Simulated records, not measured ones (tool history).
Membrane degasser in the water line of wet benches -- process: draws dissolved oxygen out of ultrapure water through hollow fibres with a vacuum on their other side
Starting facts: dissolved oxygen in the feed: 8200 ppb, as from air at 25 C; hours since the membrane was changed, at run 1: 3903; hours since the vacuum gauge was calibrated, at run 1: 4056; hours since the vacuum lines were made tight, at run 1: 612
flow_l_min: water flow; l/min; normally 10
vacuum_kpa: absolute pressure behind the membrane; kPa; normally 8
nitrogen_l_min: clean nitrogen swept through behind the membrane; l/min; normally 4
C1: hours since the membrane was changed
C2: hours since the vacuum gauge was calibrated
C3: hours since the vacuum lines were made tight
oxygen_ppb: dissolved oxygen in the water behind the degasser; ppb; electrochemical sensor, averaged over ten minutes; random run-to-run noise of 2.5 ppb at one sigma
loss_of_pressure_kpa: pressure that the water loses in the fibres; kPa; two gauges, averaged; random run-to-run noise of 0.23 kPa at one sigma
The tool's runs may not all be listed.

{"run": 1, "hour": 0.0, "flow_l_min": 10, "vacuum_kpa": 8, "nitrogen_l_min": 4, "C1": 3903, "C2": 4056, "C3": 612, "oxygen_ppb": 279.2, "loss_of_pressure_kpa": 61.64}
{"run": 2, "hour": 112.5, "flow_l_min": 10, "vacuum_kpa": 8, "nitrogen_l_min": 4, "C1": 4015, "C2": 4168, "C3": 724, "oxygen_ppb": 279.8, "loss_of_pressure_kpa": 61.42}
{"run": 3, "hour": 214.6, "flow_l_min": 10, "vacuum_kpa": 14.6, "nitrogen_l_min": 4, "C1": 4117, "C2": 4270, "C3": 826, "oxygen_ppb": 321.8, "loss_of_pressure_kpa": 61.23}
{"run": 4, "hour": 297.0, "flow_l_min": 10, "vacuum_kpa": 14.6, "nitrogen_l_min": 4, "C1": 4200, "C2": 4353, "C3": 909, "oxygen_ppb": 326.1, "loss_of_pressure_kpa": 61.74}
{"run": 5, "hour": 399.0, "flow_l_min": 10, "vacuum_kpa": 14.6, "nitrogen_l_min": 4, "C1": 4302, "C2": 4455, "C3": 1011, "oxygen_ppb": 324.1, "loss_of_pressure_kpa": 62.13}
{"run": 6, "hour": 544.1, "flow_l_min": 10, "vacuum_kpa": 14.6, "nitrogen_l_min": 4, "C1": 4447, "C2": 4600, "C3": 1156, "oxygen_ppb": 318.1, "loss_of_pressure_kpa": 61.86}
{"run": 7, "hour": 646.3, "flow_l_min": 10, "vacuum_kpa": 14.6, "nitrogen_l_min": 4, "C1": 4549, "C2": 4702, "C3": 1258, "oxygen_ppb": 327.8, "loss_of_pressure_kpa": 61.69}
{"run": 8, "hour": 803.9, "flow_l_min": 10, "vacuum_kpa": 14.6, "nitrogen_l_min": 4, "C1": 4706, "C2": 4860, "C3": 1415, "oxygen_ppb": 323.3, "loss_of_pressure_kpa": 62.04}
{"run": 9, "hour": 900.8, "flow_l_min": 10, "vacuum_kpa": 14.6, "nitrogen_l_min": 4, "C1": 4803, "C2": 4956, "C3": 1512, "oxygen_ppb": 324.9, "loss_of_pressure_kpa": 62.36}
{"run": 10, "hour": 1062.0, "flow_l_min": 8, "vacuum_kpa": 8, "nitrogen_l_min": 4, "C1": 4965, "C2": 5118, "C3": 1674, "oxygen_ppb": 201.8, "loss_of_pressure_kpa": 49.51}
{"run": 11, "hour": 1200.7, "flow_l_min": 8, "vacuum_kpa": 8, "nitrogen_l_min": 4, "C1": 5103, "C2": 5256, "C3": 1812, "oxygen_ppb": 200.6, "loss_of_pressure_kpa": 50.29}
{"run": 12, "hour": 1323.2, "flow_l_min": 10, "vacuum_kpa": 8, "nitrogen_l_min": 4, "C1": 5226, "C2": 5379, "C3": 1935, "oxygen_ppb": 294, "loss_of_pressure_kpa": 62.3}
{"run": 13, "hour": 1427.8, "flow_l_min": 15, "vacuum_kpa": 8, "nitrogen_l_min": 4, "C1": 5330, "C2": 5483, "C3": 2039, "oxygen_ppb": 531.8, "loss_of_pressure_kpa": 93.86}
{"run": 14, "hour": 1588.8, "flow_l_min": 10, "vacuum_kpa": 8, "nitrogen_l_min": 4, "C1": 5491, "C2": 5644, "C3": 2200, "oxygen_ppb": 293.1, "loss_of_pressure_kpa": 62.63}
{"run": 15, "hour": 1699.5, "flow_l_min": 10, "vacuum_kpa": 8, "nitrogen_l_min": 4, "C1": 5602, "C2": 5755, "C3": 2311, "oxygen_ppb": 291.2, "loss_of_pressure_kpa": 62.7}
{"run": 16, "hour": 1801.9, "flow_l_min": 10, "vacuum_kpa": 8, "nitrogen_l_min": 3.09, "C1": 5704, "C2": 5858, "C3": 2413, "oxygen_ppb": 304.5, "loss_of_pressure_kpa": 62.54}
{"run": 17, "hour": 1888.7, "flow_l_min": 12, "vacuum_kpa": 14.15, "nitrogen_l_min": 6.66, "C1": 5791, "C2": 5944, "C3": 2500, "oxygen_ppb": 407.4, "loss_of_pressure_kpa": 75.47}
{"run": 18, "hour": 1984.2, "flow_l_min": 14, "vacuum_kpa": 15.91, "nitrogen_l_min": 11.86, "C1": 5887, "C2": 6040, "C3": 2596, "oxygen_ppb": 475.5, "loss_of_pressure_kpa": 88.17}
{"run": 19, "hour": 2095.7, "flow_l_min": 9, "vacuum_kpa": 12.57, "nitrogen_l_min": 4, "C1": 5998, "C2": 6151, "C3": 2707, "oxygen_ppb": 274.4, "loss_of_pressure_kpa": 56.25}
{"run": 20, "hour": 2218.9, "flow_l_min": 9, "vacuum_kpa": 17.43, "nitrogen_l_min": 6.45, "C1": 6121, "C2": 6274, "C3": 2830, "oxygen_ppb": 275.5, "loss_of_pressure_kpa": 56.37}
{"run": 21, "hour": 2304.8, "flow_l_min": 9, "vacuum_kpa": 17.43, "nitrogen_l_min": 6.45, "C1": 6207, "C2": 6360, "C3": 2916, "oxygen_ppb": 272, "loss_of_pressure_kpa": 56.55}
{"run": 22, "hour": 2390.8, "flow_l_min": 9, "vacuum_kpa": 17.43, "nitrogen_l_min": 6.45, "C1": 6293, "C2": 6446, "C3": 3002, "oxygen_ppb": 278.3, "loss_of_pressure_kpa": 57.03}
{"run": 23, "hour": 2513.7, "flow_l_min": 9, "vacuum_kpa": 17.43, "nitrogen_l_min": 6.45, "C1": 6416, "C2": 6569, "C3": 3125, "oxygen_ppb": 274.6, "loss_of_pressure_kpa": 56.48}
{"run": 24, "hour": 2637.6, "flow_l_min": 9, "vacuum_kpa": 17.43, "nitrogen_l_min": 6.45, "C1": 6540, "C2": 6693, "C3": 3249, "oxygen_ppb": 276.1, "loss_of_pressure_kpa": 56.52}
{"run": 25, "hour": 2802.4, "flow_l_min": 14, "vacuum_kpa": 17.43, "nitrogen_l_min": 6.45, "C1": 6705, "C2": 6858, "C3": 3414, "oxygen_ppb": 532.2, "loss_of_pressure_kpa": 88.25}
{"run": 26, "hour": 2942.2, "flow_l_min": 6, "vacuum_kpa": 19.02, "nitrogen_l_min": 8.66, "C1": 6845, "C2": 6998, "C3": 3554, "oxygen_ppb": 135.9, "loss_of_pressure_kpa": 37.93}
{"run": 27, "hour": 3063.6, "flow_l_min": 6, "vacuum_kpa": 19.02, "nitrogen_l_min": 8.66, "C1": 6966, "C2": 7119, "C3": 3675, "oxygen_ppb": 136.9, "loss_of_pressure_kpa": 37.99}
{"run": 28, "hour": 3142.8, "flow_l_min": 7, "vacuum_kpa": 14.55, "nitrogen_l_min": 5.5, "C1": 7045, "C2": 7198, "C3": 3754, "oxygen_ppb": 185.5, "loss_of_pressure_kpa": 44.38}
{"run": 29, "hour": 3253.9, "flow_l_min": 10, "vacuum_kpa": 13.52, "nitrogen_l_min": 2.34, "C1": 7156, "C2": 7310, "C3": 3865, "oxygen_ppb": 386.7, "loss_of_pressure_kpa": 63.45}
{"run": 30, "hour": 3398.8, "flow_l_min": 10, "vacuum_kpa": 12.39, "nitrogen_l_min": 2.04, "C1": 7301, "C2": 7454, "C3": 4010, "oxygen_ppb": 391.4, "loss_of_pressure_kpa": 63.44}
{"run": 31, "hour": 3523.3, "flow_l_min": 10, "vacuum_kpa": 16.75, "nitrogen_l_min": 2.04, "C1": 7426, "C2": 7579, "C3": 4135, "oxygen_ppb": 439.4, "loss_of_pressure_kpa": 63.83}
{"run": 32, "hour": 3656.7, "flow_l_min": 10, "vacuum_kpa": 8, "nitrogen_l_min": 9.33, "C1": 7559, "C2": 7712, "C3": 4268, "oxygen_ppb": 296.8, "loss_of_pressure_kpa": 64.13}

Alternative continuations, all from the tool just after run 32; predict every row:
{"run": "A", "hour": 3769.2, "flow_l_min": 10, "vacuum_kpa": 5.45, "nitrogen_l_min": 2.28, "C1": 7672, "C2": 7825, "C3": 4381, "oxygen_ppb": "?", "loss_of_pressure_kpa": "?"}
{"run": "B", "hour": 3769.2, "flow_l_min": 10, "vacuum_kpa": 14.48, "nitrogen_l_min": 3.94, "C1": 7672, "C2": 7825, "C3": 4381, "oxygen_ppb": "?", "loss_of_pressure_kpa": "?"}
{"run": "C", "hour": 3769.2, "flow_l_min": 9, "vacuum_kpa": 8, "nitrogen_l_min": 9.33, "C1": 7672, "C2": 7825, "C3": 4381, "oxygen_ppb": "?", "loss_of_pressure_kpa": "?"}

run=A oxygen_ppb=312.2 loss_of_pressure_kpa=64.19
run=B oxygen_ppb=356.8 loss_of_pressure_kpa=63.96
run=C oxygen_ppb=248.2 loss_of_pressure_kpa=57.41
Take away the tool's hidden state, keep each run's random variation, and the runs would have read:
run=A oxygen_ppb=244.4 loss_of_pressure_kpa=59.83
run=B oxygen_ppb=290 loss_of_pressure_kpa=59.59
run=C oxygen_ppb=192.8 loss_of_pressure_kpa=53.49
